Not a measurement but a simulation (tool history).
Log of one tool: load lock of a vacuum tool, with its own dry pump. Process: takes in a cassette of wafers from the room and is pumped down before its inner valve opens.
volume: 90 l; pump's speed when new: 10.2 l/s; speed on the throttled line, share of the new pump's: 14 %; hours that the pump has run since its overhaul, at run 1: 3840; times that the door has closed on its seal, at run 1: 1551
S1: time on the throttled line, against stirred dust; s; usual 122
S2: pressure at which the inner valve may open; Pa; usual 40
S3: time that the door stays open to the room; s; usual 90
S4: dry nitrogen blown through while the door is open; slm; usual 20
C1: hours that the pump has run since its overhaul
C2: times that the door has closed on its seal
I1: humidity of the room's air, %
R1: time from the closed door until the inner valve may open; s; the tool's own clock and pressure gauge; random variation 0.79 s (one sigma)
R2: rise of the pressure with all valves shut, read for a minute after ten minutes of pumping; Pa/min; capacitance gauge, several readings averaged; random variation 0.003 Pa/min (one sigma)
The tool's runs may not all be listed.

Run 1, hour 0: usual settings; C1 3840; C2 1551; I1 46.2. Result: R1 176.2 s, R2 0.074 Pa/min.
Run 2, hour 55.9: usual settings; C1 3896; C2 1775; I1 46.4. Result: R1 177.1 s, R2 0.071 Pa/min.
Run 3, hour 145.1: usual settings; C1 3986; C2 2132; I1 45.9. Result: R1 178.3 s, R2 0.076 Pa/min.
Run 4, hour 236.7: usual settings; C1 4077; C2 2498; I1 48.9. Result: R1 178.5 s, R2 0.083 Pa/min.
Run 5, hour 328.1: usual settings but S4 6 slm; C1 4169; C2 2865; I1 48.6. Result: R1 177.7 s, R2 0.106 Pa/min.
Run 6, hour 383.6: usual settings; C1 4224; C2 3087; I1 44.4. Result: R1 177.7 s, R2 0.085 Pa/min.
Run 7, hour 459.7: usual settings but S2 39 Pa; C1 4300; C2 3391; I1 45.1. Result: R1 178.9 s, R2 0.094 Pa/min.
Run 8, hour 551.3: usual settings; C1 4392; C2 3758; I1 43.4. Result: R1 176.8 s, R2 0.103 Pa/min.
Run 9, hour 608: usual settings; C1 4448; C2 3985; I1 44.9. Result: R1 177.6 s, R2 0.1 Pa/min.
Run 10, hour 675.9: usual settings; C1 4516; C2 4257; I1 46.4. Result: R1 177.7 s, R2 0.109 Pa/min.
Run 11, hour 748.6: usual settings; C1 4589; C2 4548; I1 49.2. Result: R1 177.8 s, R2 0.118 Pa/min.
Run 12, hour 858.6: usual settings but S4 34 slm; C1 4699; C2 4989; I1 42.8. Result: R1 178.6 s, R2 0.111 Pa/min.
Run 13, hour 924.1: usual settings but S1 76 s; C1 4765; C2 5251; I1 45.3. Result: R1 138.9 s, R2 0.132 Pa/min.
Run 14, hour 991.6: usual settings; C1 4832; C2 5521; I1 46.8. Result: R1 178.8 s, R2 0.141 Pa/min.
Run 15, hour 1076.3: usual settings; C1 4917; C2 5860; I1 43. Result: R1 179.1 s, R2 0.137 Pa/min.
Run 16, hour 1121: usual settings; C1 4961; C2 6039; I1 44.8. Result: R1 179.8 s, R2 0.146 Pa/min.
Run 17, hour 1224.6: usual settings; C1 5065; C2 6454; I1 43.9. Result: R1 177.7 s, R2 0.145 Pa/min.
Run 18, hour 1299.3: usual settings; C1 5140; C2 6753; I1 45.7. Result: R1 179 s, R2 0.165 Pa/min.
Run 19, hour 1359.2: usual settings but S1 111 s, S3 111 s, S4 11 slm; C1 5200; C2 6993; I1 46.1. Result: R1 169.1 s, R2 0.184 Pa/min.
Run 20, hour 1421.7: usual settings but S1 129 s, S2 43 Pa, S3 30 s, S4 11 slm; C1 5262; C2 7243; I1 45.8. Result: R1 182.3 s, R2 0.157 Pa/min.
Run 21, hour 1512.7: usual settings but S1 178 s, S2 71 Pa; C1 5353; C2 7607; I1 45.3. Result: R1 220.8 s, R2 0.182 Pa/min.
Run 22, hour 1591.8: usual settings but S2 58 Pa; C1 5432; C2 7924; I1 45. Result: R1 175.8 s, R2 0.184 Pa/min.
Run 23, hour 1676.4: usual settings but S2 58 Pa; C1 5517; C2 8263; I1 45. Result: R1 174.7 s, R2 0.184 Pa/min.
Run 24, hour 1781: usual settings but S3 64 s, S4 18 slm; C1 5621; C2 8681; I1 43.6. Result: R1 179.2 s, R2 0.202 Pa/min.
Run 25, hour 1827.9: usual settings but S3 64 s, S4 18 slm; C1 5668; C2 8869; I1 42.1. Result: R1 180.1 s, R2 0.198 Pa/min.
Run 26, hour 1889.7: usual settings but S1 93 s, S3 94 s, S4 18 slm; C1 5730; C2 9117; I1 42.8. Result: R1 153.6 s, R2 0.212 Pa/min.
Run 27, hour 1956: usual settings but S1 93 s, S3 94 s, S4 18 slm; C1 5796; C2 9382; I1 45.8. Result: R1 154.2 s, R2 0.224 Pa/min.
Run 28, hour 2008.9: usual settings but S1 169 s, S2 54 Pa, S3 125 s, S4 8 slm; C1 5849; C2 9594; I1 44.2. Result: R1 215.4 s, R2 0.246 Pa/min.
Run 29, hour 2058.3: usual settings but S1 161 s, S2 33 Pa, S4 9 slm; C1 5899; C2 9792; I1 46. Result: R1 213 s, R2 0.251 Pa/min.
Run 30, hour 2118.2: usual settings but S2 54 Pa; C1 5959; C2 10031; I1 42.5. Result: R1 176.8 s, R2 0.236 Pa/min.
Run 31, hour 2226.9: usual settings but S2 54 Pa; C1 6067; C2 10466; I1 45.8. Result: R1 176.2 s, R2 0.251 Pa/min.
Run 32, hour 2306.8: usual settings but S2 30 Pa, S3 222 s, S4 13 slm; C1 6147; C2 10786; I1 43.7. Result: R1 183 s, R2 0.303 Pa/min.
Run 33, hour 2394.8: usual settings but S1 219 s, S2 41 Pa, S3 86 s, S4 13 slm; C1 6235; C2 11139; I1 46.8. Result: R1 262.6 s, R2 0.269 Pa/min.

The same runs without the tool's hidden state, with the same run-to-run variation:
The hidden state here: pump's speed, % of a new pump's; leak at the door's seal, Pa l/s; drift of the gauge itself on ready_s, %; drift of the gauge itself on rise_pa_min, %.
run     R1     R2
  1  172.8  0.051
  2  173.6  0.045
  3  174.8  0.045
  4  174.8  0.047
  5    174  0.065
  6    174   0.04
  7  175.3  0.046
  8    173  0.046
  9  173.7  0.041
 10  173.8  0.045
 11  173.9   0.05
 12  174.6  0.036
 13  134.5  0.049
 14  174.6  0.054
 15  174.9  0.043
 16  175.6  0.046
 17  173.4  0.038
 18  174.6  0.051
 19  164.8  0.065
 20  178.2  0.031
 21  217.5  0.047
 22  171.6  0.047
 23  170.5  0.041
 24  174.5  0.044
 25  175.3  0.037
 26  148.4  0.042
 27    149   0.05
 28  211.5  0.068
 29  208.4  0.063
 30  172.2  0.045
 31  171.6  0.049
 32  177.8  0.087
 33  258.9  0.049

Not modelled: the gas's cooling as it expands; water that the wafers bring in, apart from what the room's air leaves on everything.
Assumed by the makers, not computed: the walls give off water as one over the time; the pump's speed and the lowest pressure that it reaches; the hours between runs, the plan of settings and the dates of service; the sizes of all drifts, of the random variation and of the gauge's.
